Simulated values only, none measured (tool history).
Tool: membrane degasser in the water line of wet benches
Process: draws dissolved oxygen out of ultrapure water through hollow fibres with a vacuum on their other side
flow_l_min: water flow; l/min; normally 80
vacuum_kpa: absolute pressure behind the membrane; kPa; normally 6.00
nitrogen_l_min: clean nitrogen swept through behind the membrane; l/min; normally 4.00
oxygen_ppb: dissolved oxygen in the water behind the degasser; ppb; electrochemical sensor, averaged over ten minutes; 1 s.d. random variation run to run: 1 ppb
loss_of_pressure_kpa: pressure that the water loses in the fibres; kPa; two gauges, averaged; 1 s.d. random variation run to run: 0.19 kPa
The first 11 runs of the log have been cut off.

run 12 day=91.046 | flow_l_min=80 vacuum_kpa=6.00 nitrogen_l_min=4.00 | oxygen_ppb=128.3 loss_of_pressure_kpa=38.34
run 13 day=102.675 | flow_l_min=80 vacuum_kpa=6.00 nitrogen_l_min=4.00 | oxygen_ppb=130.4 loss_of_pressure_kpa=38.18
run 14 day=114.808 | flow_l_min=80 vacuum_kpa=6.00 nitrogen_l_min=4.00 | oxygen_ppb=129.4 loss_of_pressure_kpa=38.23
run 15 day=121.917 | flow_l_min=80 vacuum_kpa=6.00 nitrogen_l_min=4.00 | oxygen_ppb=130.8 loss_of_pressure_kpa=38.19
-- day=126.246 membrane cartridge changed
run 16 day=131.358 | flow_l_min=88 vacuum_kpa=6.00 nitrogen_l_min=4.00 | oxygen_ppb=142.4 loss_of_pressure_kpa=42.22
run 17 day=137.975 | flow_l_min=80 vacuum_kpa=6.53 nitrogen_l_min=4.00 | oxygen_ppb=151.2 loss_of_pressure_kpa=38.36
run 18 day=150.192 | flow_l_min=80 vacuum_kpa=6.53 nitrogen_l_min=4.00 | oxygen_ppb=149.3 loss_of_pressure_kpa=38.01
run 19 day=161.575 | flow_l_min=57 vacuum_kpa=6.05 nitrogen_l_min=3.18 | oxygen_ppb=115.0 loss_of_pressure_kpa=27.24
-- day=165.367 seals of the vacuum lines changed
run 20 day=172.162 | flow_l_min=80 vacuum_kpa=6.00 nitrogen_l_min=2.54 | oxygen_ppb=188.5 loss_of_pressure_kpa=38.60
run 21 day=179.712 | flow_l_min=100 vacuum_kpa=6.47 nitrogen_l_min=8.06 | oxygen_ppb=103.6 loss_of_pressure_kpa=48.07
run 22 day=185.512 | flow_l_min=100 vacuum_kpa=6.47 nitrogen_l_min=8.06 | oxygen_ppb=106.9 loss_of_pressure_kpa=48.06
run 23 day=192.917 | flow_l_min=80 vacuum_kpa=6.00 nitrogen_l_min=6.60 | oxygen_ppb=84.0 loss_of_pressure_kpa=38.05
run 24 day=199.083 | flow_l_min=80 vacuum_kpa=6.00 nitrogen_l_min=6.60 | oxygen_ppb=83.2 loss_of_pressure_kpa=38.15
run 25 day=208.250 | flow_l_min=60 vacuum_kpa=6.00 nitrogen_l_min=8.27 | oxygen_ppb=49.8 loss_of_pressure_kpa=28.61
-- day=218.471 vacuum gauge calibrated
run 26 day=220.758 | flow_l_min=87 vacuum_kpa=10.55 nitrogen_l_min=4.00 | oxygen_ppb=348.0 loss_of_pressure_kpa=41.82
run 27 day=231.525 | flow_l_min=87 vacuum_kpa=10.55 nitrogen_l_min=4.00 | oxygen_ppb=349.1 loss_of_pressure_kpa=41.90
run 28 day=240.671 | flow_l_min=113 vacuum_kpa=5.80 nitrogen_l_min=4.00 | oxygen_ppb=173.6 loss_of_pressure_kpa=54.18
run 29 day=247.342 | flow_l_min=70 vacuum_kpa=6.00 nitrogen_l_min=2.58 | oxygen_ppb=162.3 loss_of_pressure_kpa=33.58
run 30 day=255.625 | flow_l_min=70 vacuum_kpa=6.00 nitrogen_l_min=2.58 | oxygen_ppb=164.1 loss_of_pressure_kpa=33.46
run 31 day=266.358 | flow_l_min=57 vacuum_kpa=6.00 nitrogen_l_min=2.12 | oxygen_ppb=160.2 loss_of_pressure_kpa=27.32

4 ways to go on from here, each from the tool as it stands after run 31. What would each give?
run A day=276.829 | flow_l_min=90 vacuum_kpa=6.00 nitrogen_l_min=2.12 | oxygen_ppb=? loss_of_pressure_kpa=?
run B day=276.829 | flow_l_min=57 vacuum_kpa=14.08 nitrogen_l_min=5.72 | oxygen_ppb=? loss_of_pressure_kpa=?
run C day=276.829 | flow_l_min=87 vacuum_kpa=5.38 nitrogen_l_min=4.41 | oxygen_ppb=? loss_of_pressure_kpa=?
run D day=276.829 | flow_l_min=57 vacuum_kpa=6.45 nitrogen_l_min=2.39 | oxygen_ppb=? loss_of_pressure_kpa=?

run=A oxygen_ppb=243.1 loss_of_pressure_kpa=42.93
run=B oxygen_ppb=246.6 loss_of_pressure_kpa=27.37
run=C oxygen_ppb=101.5 loss_of_pressure_kpa=41.34
run=D oxygen_ppb=167.6 loss_of_pressure_kpa=27.46
With no hidden state in the tool, these same runs would have given:
run=A oxygen_ppb=243.0 loss_of_pressure_kpa=42.92
run=B oxygen_ppb=246.6 loss_of_pressure_kpa=27.37
run=C oxygen_ppb=101.4 loss_of_pressure_kpa=41.33
run=D oxygen_ppb=167.5 loss_of_pressure_kpa=27.45
